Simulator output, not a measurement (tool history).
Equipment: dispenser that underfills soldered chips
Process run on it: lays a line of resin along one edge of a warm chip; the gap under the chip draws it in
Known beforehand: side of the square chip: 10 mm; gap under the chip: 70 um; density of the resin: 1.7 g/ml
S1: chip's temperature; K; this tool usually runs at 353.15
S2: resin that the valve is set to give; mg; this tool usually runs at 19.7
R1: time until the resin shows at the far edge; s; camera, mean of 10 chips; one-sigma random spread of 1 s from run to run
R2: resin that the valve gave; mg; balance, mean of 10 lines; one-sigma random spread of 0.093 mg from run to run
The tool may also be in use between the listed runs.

run,hour,S1,S2,R1,R2
1,0,353.15,19.7,101,18.5
2,3.9,353.15,19.7,116.1,18.46
# hour 5.1: new syringe of resin
3,8.4,353.15,19.7,106.2,18.52
# hour 12.9: new syringe of resin
4,15.5,360.15,19.7,80.9,18.41
# hour 18.8: dispensing valve cleaned and set on the balance
# hour 21.9: new syringe of resin
5,22,360.15,19.7,74.3,19.67
6,27.4,360.15,19.7,88.7,19.69
# hour 30.1: new syringe of resin
7,34.6,360.15,19.7,85.9,19.66
# hour 38.1: new syringe of resin
8,40.2,360.15,19.7,79.5,19.44
9,44.4,360.15,19.7,89.7,19.4
# hour 46.1: new syringe of resin
10,49.3,360.15,19.7,82.2,19.45
# hour 53.8: new syringe of resin
11,57.4,360.15,19.7,82.7,19.36
# hour 61.7: new syringe of resin
12,62.7,360.15,21.2,75.8,20.8
13,68.4,353.15,20.5,113,20.02
# hour 69.6: new syringe of resin
14,74.6,353.15,20.5,106.5,20
# hour 77.6: new syringe of resin
15,79.1,353.15,20.5,96.8,20.13
# hour 85.5: new syringe of resin
16,85.9,348.15,19.7,107.2,19.22
17,92.4,348.15,19.7,133.3,18.91
# hour 93.7: new syringe of resin
18,96.7,348.15,19.7,113,19.09
# hour 102: new syringe of resin
19,102.1,342.15,21.2,131.2,20.43
# hour 109.8: new syringe of resin
20,109.8,353.15,18.4,92.4,17.57
21,116.1,353.15,18.4,114.3,17.57
# hour 117.7: new syringe of resin
22,122.7,353.15,18.4,111.6,17.61
# hour 125.9: new syringe of resin
23,128.3,353.15,18.4,99,17.57
# hour 133.7: new syringe of resin
24,135.8,353.15,18.4,98.7,17.36
# hour 141.4: new syringe of resin
25,142.4,364.15,18.4,67.4,17.41
26,146.5,365.15,19.7,74.1,18.46
# hour 149.6: new syringe of resin
27,154.3,361.15,19.7,81.7,18.52
# hour 157.4: new syringe of resin
# hour 162.3: dispensing valve cleaned and set on the balance
28,164.2,361.15,19.7,83.3,19.69
# hour 166.2: new syringe of resin
29,169.8,361.15,18.8,79.3,18.7
# hour 174.3: new syringe of resin
30,175.6,345.15,20.6,121.8,20.43
# hour 182.3: new syringe of resin
31,182.5,339.15,21.7,143.9,21.39
32,188.4,346.15,22.1,137.6,21.98
# hour 190.3: new syringe of resin
33,195.8,358.15,19.1,92.9,18.71
# hour 198.2: new syringe of resin
34,201.7,358.15,22.5,85.8,22.1

Selected run-to-run steps in R1, each split into two signed amounts: the part the tool would show with no hidden state at all (from settings, incoming material and random variation), and the remainder, which goes to the hidden state together with any gauge scatter not common to the measured and the hidden-state-free results:
The hidden state here: resin's viscosity, % of fresh resin's; dose that the valve gives, % of what is set; true chip temperature over the reading, C; drift of the gauge itself on fill_s, %; drift of the gauge itself on given_mg, %.
Run 16 -> 17: nothing adjusted, nothing logged. R1 +26.1 s: hidden state +26, all else +0.1.
Run 19 -> 20: S1 342.15 -> 353.15, S2 21.2 -> 18.4, new syringe of resin. R1 -38.8 s: hidden state +4.2, all else -43.
Run 20 -> 21: nothing adjusted, nothing logged. R1 +21.9 s: hidden state +21.5, all else +0.4.
Run 29 -> 30: S1 361.15 -> 345.15, S2 18.8 -> 20.6, new syringe of resin. R1 +42.5 s: hidden state -9, all else +51.5.
Run 31 -> 32: S1 339.15 -> 346.15, S2 21.7 -> 22.1. R1 -6.3 s: hidden state +28.6, all else -34.9.
Run 32 -> 33: S1 346.15 -> 358.15, S2 22.1 -> 19.1, new syringe of resin. R1 -44.7 s: hidden state -4.9, all else -39.8.
